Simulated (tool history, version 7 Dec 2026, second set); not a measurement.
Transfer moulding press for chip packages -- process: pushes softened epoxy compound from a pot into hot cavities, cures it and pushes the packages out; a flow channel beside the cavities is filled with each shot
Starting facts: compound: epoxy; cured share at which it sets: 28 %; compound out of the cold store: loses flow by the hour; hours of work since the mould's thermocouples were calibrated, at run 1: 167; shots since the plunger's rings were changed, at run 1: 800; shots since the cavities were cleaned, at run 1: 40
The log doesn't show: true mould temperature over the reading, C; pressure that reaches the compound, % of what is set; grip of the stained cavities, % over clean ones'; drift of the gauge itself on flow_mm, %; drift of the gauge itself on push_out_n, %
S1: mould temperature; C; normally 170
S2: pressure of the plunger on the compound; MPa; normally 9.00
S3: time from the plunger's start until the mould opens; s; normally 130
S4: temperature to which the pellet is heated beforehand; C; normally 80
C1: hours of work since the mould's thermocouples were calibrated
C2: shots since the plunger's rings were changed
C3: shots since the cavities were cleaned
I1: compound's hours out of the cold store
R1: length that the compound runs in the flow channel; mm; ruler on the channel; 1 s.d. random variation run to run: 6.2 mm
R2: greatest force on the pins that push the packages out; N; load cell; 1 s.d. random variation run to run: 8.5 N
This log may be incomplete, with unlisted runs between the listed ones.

run 1 hour=0.0 | S1=170 S2=9.00 S3=130 S4=80 | C1=167 C2=800 C3=40 | I1=16.9 | R1=753 R2=379
run 2 hour=30.3 | S1=170 S2=9.00 S3=145 S4=80 | C1=185 C2=1060 C3=300 | I1=43.2 | R1=646 R2=334
run 3 hour=46.4 | S1=170 S2=9.00 S3=145 S4=80 | C1=194 C2=1199 C3=439 | I1=28.1 | R1=701 R2=330
run 4 hour=70.7 | S1=170 S2=9.00 S3=130 S4=80 | C1=208 C2=1407 C3=647 | I1=38.1 | R1=677 R2=362
-- hour=87.8 cavities cleaned with cleaning compound and waxed
run 5 hour=87.8 | S1=170 S2=9.00 S3=130 S4=80 | C1=216 C2=1542 C3=0 | I1=26.6 | R1=729 R2=376
run 6 hour=121.6 | S1=170 S2=9.00 S3=130 S4=80 | C1=236 C2=1832 C3=290 | I1=46.4 | R1=641 R2=365
run 7 hour=150.4 | S1=170 S2=9.00 S3=130 S4=80 | C1=252 C2=2079 C3=537 | I1=21.2 | R1=742 R2=377
run 8 hour=172.8 | S1=170 S2=9.00 S3=130 S4=80 | C1=265 C2=2272 C3=730 | I1=27.4 | R1=727 R2=384
-- hour=178.9 cavities cleaned with cleaning compound and waxed
run 9 hour=191.2 | S1=170 S2=9.00 S3=142 S4=80 | C1=274 C2=2417 C3=106 | I1=27.4 | R1=711 R2=326
run 10 hour=209.6 | S1=170 S2=9.00 S3=142 S4=80 | C1=285 C2=2575 C3=264 | I1=12.3 | R1=777 R2=334
run 11 hour=231.0 | S1=170 S2=9.00 S3=130 S4=80 | C1=297 C2=2759 C3=448 | I1=23.1 | R1=743 R2=377
run 12 hour=253.2 | S1=170 S2=9.00 S3=130 S4=80 | C1=309 C2=2950 C3=639 | I1=17.8 | R1=759 R2=373
-- hour=269.1 cavities cleaned with cleaning compound and waxed
run 13 hour=272.4 | S1=170 S2=9.00 S3=130 S4=80 | C1=319 C2=3102 C3=28 | I1=42.4 | R1=667 R2=362
run 14 hour=293.0 | S1=170 S2=9.00 S3=130 S4=80 | C1=331 C2=3279 C3=205 | I1=33.9 | R1=701 R2=374
run 15 hour=315.0 | S1=169 S2=6.94 S3=112 S4=77 | C1=344 C2=3468 C3=394 | I1=19.3 | R1=665 R2=541
run 16 hour=336.1 | S1=169 S2=6.94 S3=112 S4=77 | C1=356 C2=3649 C3=575 | I1=18.6 | R1=659 R2=531

What does the tool deliver on the next run?
-- hour=361.4 cavities cleaned with cleaning compound and waxed
run 17 hour=366.6 | S1=169 S2=6.94 S3=112 S4=77 | C1=372 C2=3898 C3=44 | I1=24.1 | R1=? R2=?

R1: 642 mm
R2: 509 N
Were there no unlogged condition in the tool, this run, its random variation unchanged, would have produced R1 643 mm, R2 509 N.
